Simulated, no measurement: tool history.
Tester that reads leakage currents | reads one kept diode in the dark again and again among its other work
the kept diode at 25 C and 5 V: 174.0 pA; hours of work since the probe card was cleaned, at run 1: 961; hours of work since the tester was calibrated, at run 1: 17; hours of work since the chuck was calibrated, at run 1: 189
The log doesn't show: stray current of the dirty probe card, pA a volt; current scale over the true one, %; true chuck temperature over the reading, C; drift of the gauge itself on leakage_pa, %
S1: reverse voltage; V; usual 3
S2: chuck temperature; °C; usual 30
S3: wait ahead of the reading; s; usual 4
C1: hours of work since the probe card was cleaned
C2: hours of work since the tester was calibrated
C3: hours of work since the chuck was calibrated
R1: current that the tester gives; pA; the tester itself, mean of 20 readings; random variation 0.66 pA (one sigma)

Run 1, hour 0: usual settings; C1 961; C2 17; C3 189. Result: R1 225.03 pA.
Run 2, hour 105.4: usual settings; C1 1027; C2 83; C3 255. Result: R1 225.39 pA.
Run 3, hour 292.9: usual settings; C1 1145; C2 200; C3 372. Result: R1 228.58 pA.
Run 4, hour 386.4: usual settings; C1 1203; C2 259; C3 431. Result: R1 229.77 pA.
Run 5, hour 561.7: usual settings but S1 7.26 V; C1 1313; C2 368; C3 540. Result: R1 335.28 pA.
Run 6, hour 750.2: usual settings but S2 43 °C; C1 1431; C2 486; C3 658. Result: R1 671.25 pA.
At hour 875.8: chuck's temperature calibrated.
Run 7, hour 908.5: usual settings but S2 43 °C; C1 1528; C2 584; C3 20. Result: R1 636.78 pA.
Run 8, hour 1082.1: usual settings but S2 43 °C, S3 7.68 s; C1 1637; C2 693; C3 129. Result: R1 638.04 pA.
Run 9, hour 1206: usual settings but S2 43 °C, S3 7.68 s; C1 1715; C2 770; C3 207. Result: R1 644.14 pA.
Run 10, hour 1318: usual settings but S2 43 °C, S3 7.68 s; C1 1785; C2 840; C3 277. Result: R1 649.64 pA.
Run 11, hour 1488.7: usual settings but S2 23 °C, S3 7.68 s; C1 1891; C2 947; C3 383. Result: R1 125.8 pA.
Run 12, hour 1582.2: usual settings; C1 1950; C2 1005; C3 442. Result: R1 230.94 pA.
At hour 1698.4: probe card cleaned and baked.
Run 13, hour 1710: usual settings; C1 7; C2 1084; C3 520. Result: R1 229.27 pA.
Run 14, hour 1878.2: usual settings; C1 113; C2 1189; C3 625. Result: R1 232.32 pA.
Run 15, hour 2035.6: usual settings; C1 211; C2 1287; C3 724. Result: R1 234.99 pA.
At hour 2052.8: chuck's temperature calibrated.
Run 16, hour 2143.3: usual settings but S2 42 °C; C1 277; C2 1353; C3 57. Result: R1 571.64 pA.
Run 17, hour 2237.4: usual settings but S2 42 °C; C1 336; C2 1412; C3 115. Result: R1 576.23 pA.
Run 18, hour 2405.1: usual settings but S2 42 °C; C1 441; C2 1517; C3 220. Result: R1 575.35 pA.
Run 19, hour 2491.7: usual settings but S2 42 °C; C1 495; C2 1571; C3 275. Result: R1 582.03 pA.
Run 20, hour 2661.7: usual settings but S1 10.93 V, S2 20 °C, S3 2.14 s; C1 601; C2 1678; C3 381. Result: R1 158.44 pA.
Run 21, hour 2799.9: usual settings but S1 1.21 V, S2 55 °C, S3 1.74 s; C1 688; C2 1764; C3 467. Result: R1 1082.17 pA.
Run 22, hour 2948.1: usual settings but S1 19.26 V, S3 0.55 s; C1 781; C2 1857; C3 560. Result: R1 493.89 pA.
Run 23, hour 3116: usual settings but S1 1.91 V, S2 48 °C, S3 6.28 s; C1 886; C2 1962; C3 665. Result: R1 792.65 pA.
At hour 3236.8: chuck's temperature calibrated.
Run 24, hour 3236.8: usual settings but S1 1.91 V, S2 48 °C, S3 6.28 s; C1 960; C2 2036; C3 0. Result: R1 766.05 pA.
Run 25, hour 3323.3: usual settings but S1 1.91 V, S2 48 °C, S3 6.28 s; C1 1014; C2 2090; C3 54. Result: R1 769.09 pA.
Run 26, hour 3468.9: usual settings but S1 1.91 V, S2 48 °C, S3 6.28 s; C1 1105; C2 2181; C3 145. Result: R1 775.47 pA.
Run 27, hour 3569.4: usual settings but S1 1.91 V, S2 48 °C, S3 6.28 s; C1 1168; C2 2244; C3 208. Result: R1 777.67 pA.
Run 28, hour 3671.4: usual settings but S1 1.91 V, S2 48 °C, S3 6.28 s; C1 1232; C2 2308; C3 272. Result: R1 782.14 pA.
Run 29, hour 3810.8: usual settings but S1 1.91 V, S2 58 °C, S3 0.63 s; C1 1319; C2 2395; C3 359. Result: R1 1636.36 pA.
Run 30, hour 3930: usual settings but S1 1.91 V, S2 58 °C, S3 0.63 s; C1 1393; C2 2470; C3 434. Result: R1 1647.21 pA.
At hour 4017.6: tester calibrated.
Run 31, hour 4097.5: usual settings but S1 1.91 V, S2 29 °C, S3 0.58 s; C1 1497; C2 50; C3 537. Result: R1 177.37 pA.
Run 32, hour 4240.7: usual settings but S1 1.91 V, S2 41 °C, S3 0.54 s; C1 1587; C2 140; C3 627. Result: R1 475.97 pA.
At hour 4413.4: chuck's temperature calibrated.
Run 33, hour 4417.5: usual settings but S2 53 °C; C1 1696; C2 249; C3 3. Result: R1 1330.69 pA.
Run 34, hour 4526.9: usual settings but S2 53 °C; C1 1764; C2 317; C3 71. Result: R1 1349.67 pA.
Run 35, hour 4693.7: usual settings but S1 2.17 V, S2 21 °C, S3 0.39 s; C1 1869; C2 422; C3 175. Result: R1 90.41 pA.
Run 36, hour 4878.2: usual settings but S1 2.17 V, S2 28 °C, S3 3.09 s; C1 1984; C2 537; C3 291. Result: R1 165.55 pA.
At hour 4931.2: probe card cleaned and baked.
Run 37, hour 5043.8: usual settings but S1 2.17 V, S2 28 °C, S3 3.09 s; C1 70; C2 639; C3 392. Result: R1 165.03 pA.
Run 38, hour 5206.3: usual settings but S1 18.78 V, S2 23 °C, S3 3.03 s; C1 172; C2 740; C3 494. Result: R1 266.18 pA.

How the hidden state differs across the entries between the runs, from the last listed run before each to the first after it:
Between runs 6 and 7: chuck's temperature calibrated (hour 875.8)
  stray current of the dirty probe card, pA a volt: 0.519 -> 0.554; current scale over the true one, %: -0.3 -> -0.35; true chuck temperature over the reading, C: 0.81 -> 0.15
  measured less the result without the state, R1: +40.53 -> +6.59 pA
Between runs 12 and 13: probe card cleaned and baked (hour 1698.4)
  stray current of the dirty probe card, pA a volt: 0.695 -> 0.023; current scale over the true one, %: -0.55 -> -0.59; true chuck temperature over the reading, C: 0.61 -> 0.69
  measured less the result without the state, R1: +12.33 -> +11.82 pA
Between runs 15 and 16: chuck's temperature calibrated (hour 2052.8)
  stray current of the dirty probe card, pA a volt: 0.096 -> 0.121; current scale over the true one, %: -0.69 -> -0.72; true chuck temperature over the reading, C: 0.92 -> -0.15
  measured less the result without the state, R1: +16.31 -> -10.87 pA
Between runs 23 and 24: chuck's temperature calibrated (hour 3236.8)
  stray current of the dirty probe card, pA a volt: 0.326 -> 0.354; current scale over the true one, %: -1.01 -> -1.04; true chuck temperature over the reading, C: 0.5 -> 0.1
  measured less the result without the state, R1: +22.26 -> -1.76 pA
Between runs 30 and 31: tester calibrated (hour 4017.6)
  stray current of the dirty probe card, pA a volt: 0.507 -> 0.542; current scale over the true one, %: -1.24 -> -0.09; true chuck temperature over the reading, C: 0.56 -> 0.67
  measured less the result without the state, R1: +44.92 -> +10.58 pA
Between runs 32 and 33: chuck's temperature calibrated (hour 4413.4)
  stray current of the dirty probe card, pA a volt: 0.572 -> 0.607; current scale over the true one, %: -0.14 -> -0.19; true chuck temperature over the reading, C: 0.77 -> -0.06
  measured less the result without the state, R1: +28.36 -> -6.19 pA
Between runs 36 and 37: probe card cleaned and baked (hour 4931.2)
  stray current of the dirty probe card, pA a volt: 0.705 -> 0.042; current scale over the true one, %: -0.33 -> -0.38; true chuck temperature over the reading, C: 0.25 -> 0.36
  measured less the result without the state, R1: +4.49 -> +4.53 pA
